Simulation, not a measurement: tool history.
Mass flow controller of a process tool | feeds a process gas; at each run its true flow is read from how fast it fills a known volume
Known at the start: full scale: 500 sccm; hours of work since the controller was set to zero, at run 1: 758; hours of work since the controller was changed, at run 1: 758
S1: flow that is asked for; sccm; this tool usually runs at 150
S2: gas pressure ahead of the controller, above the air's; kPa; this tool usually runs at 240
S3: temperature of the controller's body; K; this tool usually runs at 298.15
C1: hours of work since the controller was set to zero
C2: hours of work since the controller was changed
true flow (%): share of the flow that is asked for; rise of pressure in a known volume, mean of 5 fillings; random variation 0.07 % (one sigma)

Run 1, hour 0.0: usual settings; C1 758; C2 758. Result: true flow (%) 98.24.
Run 2, hour 166.3: usual settings; C1 866; C2 866. Result: true flow (%) 98.41.
Run 3, hour 352.5: usual settings; C1 986; C2 986. Result: true flow (%) 98.59.
Run 4, hour 500.2: usual settings; C1 1082; C2 1082. Result: true flow (%) 98.52.
Run 5, hour 621.3: usual settings but S1 72 sccm; C1 1160; C2 1160. Result: true flow (%) 99.15.
Run 6, hour 750.2: usual settings but S3 293.15 K; C1 1243; C2 1243. Result: true flow (%) 99.05.
Run 7, hour 896.9: usual settings but S3 293.15 K; C1 1338; C2 1338. Result: true flow (%) 99.07.
Run 8, hour 1041.6: usual settings but S3 293.15 K; C1 1432; C2 1432. Result: true flow (%) 99.14.
Run 9, hour 1210.5: usual settings but S3 296.15 K; C1 1541; C2 1541. Result: true flow (%) 98.83.
Run 10, hour 1319.6: usual settings; C1 1611; C2 1611. Result: true flow (%) 98.64.
Run 11, hour 1561.5: usual settings; C1 1768; C2 1768. Result: true flow (%) 98.73.
Run 12, hour 1700.2: usual settings; C1 1857; C2 1857. Result: true flow (%) 98.81.
Run 13, hour 1840.7: usual settings but S3 305.15 K; C1 1948; C2 1948. Result: true flow (%) 97.89.
At hour 1853.3: controller's zero set anew.
Run 14, hour 2007.5: usual settings but S1 368 sccm, S3 305.15 K; C1 100; C2 2056. Result: true flow (%) 98.18.
Run 15, hour 2116.9: usual settings but S1 368 sccm, S3 305.15 K; C1 170; C2 2126. Result: true flow (%) 98.32.
Run 16, hour 2363.7: usual settings but S1 127 sccm; C1 330; C2 2286. Result: true flow (%) 99.37.
Run 17, hour 2495.8: usual settings; C1 415; C2 2371. Result: true flow (%) 99.21.
Run 18, hour 2597.5: usual settings; C1 481; C2 2437. Result: true flow (%) 99.21.
At hour 2723.1: controller's zero set anew, once more.
Run 19, hour 2730.8: usual settings; C1 5; C2 2523. Result: true flow (%) 97.28.
Run 20, hour 2843.8: usual settings but S1 232 sccm; C1 78; C2 2596. Result: true flow (%) 97.65.
Run 21, hour 2987.6: usual settings but S1 232 sccm; C1 171; C2 2689. Result: true flow (%) 97.51.
Run 22, hour 3188.1: usual settings but S1 232 sccm; C1 301; C2 2819. Result: true flow (%) 97.55.
Run 23, hour 3306.7: usual settings but S1 183 sccm; C1 377; C2 2895. Result: true flow (%) 97.31.
Run 24, hour 3535.2: usual settings but S1 183 sccm; C1 525; C2 3043. Result: true flow (%) 97.50.
Run 25, hour 3684.9: usual settings but S1 183 sccm; C1 622; C2 3140. Result: true flow (%) 97.53.
Run 26, hour 3787.6: usual settings but S1 131 sccm, S2 143 kPa; C1 688; C2 3206. Result: true flow (%) 98.07.
Run 27, hour 4005.1: usual settings but S1 223 sccm, S2 143 kPa, S3 300.15 K; C1 829; C2 3347. Result: true flow (%) 98.07.
Run 28, hour 4232.8: usual settings but S1 92 sccm, S3 303.15 K; C1 976; C2 3494. Result: true flow (%) 97.10.
Run 29, hour 4415.3: usual settings but S1 92 sccm, S3 303.15 K; C1 1094; C2 3612. Result: true flow (%) 97.24.
Run 30, hour 4629.2: usual settings but S1 172 sccm, S3 296.15 K; C1 1232; C2 3750. Result: true flow (%) 97.83.
Run 31, hour 4733.7: usual settings but S1 246 sccm, S2 231 kPa, S3 296.15 K; C1 1300; C2 3818. Result: true flow (%) 98.10.
Run 32, hour 4876.7: usual settings but S1 74 sccm, S2 231 kPa, S3 307.15 K; C1 1392; C2 3910. Result: true flow (%) 97.35.
Run 33, hour 5037.5: usual settings but S1 74 sccm, S2 231 kPa, S3 296.15 K; C1 1496; C2 4014. Result: true flow (%) 98.83.
Run 34, hour 5231.5: usual settings but S3 304.15 K; C1 1622; C2 4140. Result: true flow (%) 97.17.
Run 35, hour 5460.6: usual settings but S3 304.15 K; C1 1770; C2 4288. Result: true flow (%) 97.11.
Run 36, hour 5606.7: usual settings but S1 151 sccm, S3 303.15 K; C1 1864; C2 4382. Result: true flow (%) 97.41.
Run 37, hour 5773.0: usual settings but S1 427 sccm, S2 250 kPa, S3 301.15 K; C1 1972; C2 4490. Result: true flow (%) 97.89.
Run 38, hour 5894.9: usual settings but S1 427 sccm, S2 250 kPa, S3 301.15 K; C1 2051; C2 4568. Result: true flow (%) 98.01.
Run 39, hour 6064.8: usual settings but S1 217 sccm, S2 257 kPa, S3 310.15 K; C1 2160; C2 4678. Result: true flow (%) 96.36.
Run 40, hour 6207.2: usual settings but S1 57 sccm, S2 257 kPa, S3 299.15 K; C1 2252; C2 4770. Result: true flow (%) 99.85.
Run 41, hour 6311.3: usual settings but S1 232 sccm, S2 145 kPa, S3 295.15 K; C1 2320; C2 4838. Result: true flow (%) 98.68.
Run 42, hour 6421.1: usual settings but S1 232 sccm, S2 145 kPa, S3 295.15 K; C1 2391; C2 4909. Result: true flow (%) 98.73.
Run 43, hour 6642.2: usual settings but S1 232 sccm, S2 145 kPa, S3 295.15 K; C1 2534; C2 5052. Result: true flow (%) 98.71.
Run 44, hour 6789.2: usual settings but S1 117 sccm, S2 145 kPa, S3 297.15 K; C1 2629; C2 5147. Result: true flow (%) 99.32.
Run 45, hour 6986.5: usual settings but S1 113 sccm, S2 237 kPa, S3 294.15 K; C1 2756; C2 5274. Result: true flow (%) 98.98.
Run 46, hour 7098.4: usual settings but S1 113 sccm, S2 237 kPa, S3 294.15 K; C1 2829; C2 5346. Result: true flow (%) 99.22.
Run 47, hour 7286.9: usual settings but S1 113 sccm, S2 237 kPa, S3 294.15 K; C1 2950; C2 5468. Result: true flow (%) 99.31.
Run 48, hour 7410.4: usual settings but S1 113 sccm, S2 237 kPa, S3 294.15 K; C1 3030; C2 5548. Result: true flow (%) 99.31.

How would selected steps in true flow (%) from run to run divide? Give the signed amount a tool lacking its hidden state would still show from settings, what came in and random variation, and the signed amount left for the hidden state, including any gauge scatter that is not in both of the compared results.
The hidden state here: flow at rest that the sensor doesn't see, % of full scale; true flow over the shown one, %; drift of the gauge itself on true_pct, %.
Run 18 -> 19: controller's zero set anew, once more. true flow (%) -1.93: hidden state -1.95, all else +0.02.
Run 33 -> 34: S1 74 -> 150, S2 231 -> 240, S3 296.15 -> 304.15. true flow (%) -1.66: hidden state -1.08, all else -0.58.
Run 39 -> 40: S1 217 -> 57, S3 310.15 -> 299.15. true flow (%) +3.49: hidden state +3.17, all else +0.32.
Run 40 -> 41: S1 57 -> 232, S2 257 -> 145, S3 299.15 -> 295.15. true flow (%) -1.17: hidden state -3.22, all else +2.05.

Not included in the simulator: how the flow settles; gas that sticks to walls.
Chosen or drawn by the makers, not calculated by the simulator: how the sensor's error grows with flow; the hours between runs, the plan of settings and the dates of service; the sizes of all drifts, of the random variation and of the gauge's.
